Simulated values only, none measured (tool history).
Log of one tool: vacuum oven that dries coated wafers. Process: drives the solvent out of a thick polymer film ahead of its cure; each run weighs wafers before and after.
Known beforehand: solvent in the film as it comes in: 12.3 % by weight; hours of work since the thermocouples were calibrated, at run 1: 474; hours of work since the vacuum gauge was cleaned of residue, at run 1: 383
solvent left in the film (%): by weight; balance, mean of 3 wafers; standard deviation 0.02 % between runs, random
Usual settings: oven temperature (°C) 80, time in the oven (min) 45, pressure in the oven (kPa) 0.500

run,day,oven temperature (°C),time in the oven (min),pressure in the oven (kPa),hours of work since the thermocouples were calibrated,hours of work since the vacuum gauge was cleaned of residue,solvent left in the film (%)
1,0.000,80,45,0.500,474,383,2.72
2,0.829,80,45,0.489,483,392,2.73
3,1.671,80,45,0.500,493,402,2.72
4,2.033,80,45,0.500,497,406,2.72
5,2.654,80,45,0.500,503,413,2.68
6,3.329,93,45,0.500,511,420,1.11
7,3.846,80,45,0.500,517,426,2.70
8,4.375,80,45,0.500,523,432,2.71
9,5.138,80,28,0.330,531,440,4.36
10,5.738,80,28,0.330,538,447,4.36
11,6.288,80,59,1.162,544,453,2.13
12,7.154,80,45,0.564,553,463,2.70
13,7.733,81,45,0.877,560,469,2.69
14,8.412,66,45,0.500,567,477,4.94
15,9.196,66,45,0.500,576,485,4.97

Here are 5 independent what-if runs from the current tool condition. What would each one return?
A,9.933,88,45,1.545,584,493,?
B,9.933,80,68,0.500,584,493,?
C,9.933,92,45,1.288,584,493,?
D,9.933,67,47,0.500,584,493,?
E,9.933,76,41,0.859,584,493,?

run,solvent left in the film (%)
A,1.94
B,1.49
C,1.42
D,4.62
E,3.77
With the hidden condition removed and each run's random variation left untouched, the same runs would have given:
run,solvent left in the film (%)
A,1.93
B,1.48
C,1.42
D,4.62
E,3.77

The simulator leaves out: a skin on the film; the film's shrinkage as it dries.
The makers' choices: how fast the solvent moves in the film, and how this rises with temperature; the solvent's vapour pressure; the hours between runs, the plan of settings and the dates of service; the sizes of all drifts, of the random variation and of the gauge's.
